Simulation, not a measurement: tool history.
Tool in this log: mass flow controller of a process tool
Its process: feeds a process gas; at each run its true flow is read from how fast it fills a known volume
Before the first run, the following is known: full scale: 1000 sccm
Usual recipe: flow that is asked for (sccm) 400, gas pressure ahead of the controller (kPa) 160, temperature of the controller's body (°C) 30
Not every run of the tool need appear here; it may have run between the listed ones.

run    hour  flow that is asked for (sccm)  gas pressure ahead of the controller (kPa)  temperature of the controller's body (°C)  true flow (%)
  1       0                            400                                         160                                         30          98.06
  2    86.6                            400                                         160                                         35          97.87
  3   231.5                            400                                         160                                         30          98.25
  4     414                            400                                         160                                         30          98.17
  5   573.6                            400                                         160                                         30          98.15
  6   767.4                            400                                         160                                         30          98.21
  7   859.3                            400                                         160                                         30           98.3
  8    1041                            400                                         160                                         30          98.22
  9  1159.5                            400                                         160                                         30          98.29
 10  1244.1                            916                                         160                                         30          99.55
 11  1368.3                            916                                         160                                         30          99.61
 12  1495.6                            510                                         160                                         35          98.27
 13  1671.1                            176                                         160                                         28           97.8
 14    1844                            369                                         198                                         39          97.47
 15  2030.3                            152                                         263                                         20          97.85
 16  2224.9                            400                                         266                                         27          98.23
 17  2307.6                            841                                         160                                         30          99.35
 18  2476.9                            364                                         225                                         36          97.69

What if the next run were any one of these 5? Each begins from the tool's condition after run 18:
  A  2610                            235                                         225                                         27              ?
  B  2610                            364                                         159                                         20              ?
  C  2610                            360                                         225                                         36              ?
  D  2610                            256                                         225                                         36              ?
  E  2610                            400                                         263                                         30              ?

run  true flow (%)
  A          97.86
  B          98.66
  C          97.66
  D          97.28
  E          98.15
Take away the tool's hidden state, keep each run's random variation, and the runs would have read:
run  true flow (%)
  A          97.87
  B          98.66
  C          97.67
  D          97.29
  E          98.16

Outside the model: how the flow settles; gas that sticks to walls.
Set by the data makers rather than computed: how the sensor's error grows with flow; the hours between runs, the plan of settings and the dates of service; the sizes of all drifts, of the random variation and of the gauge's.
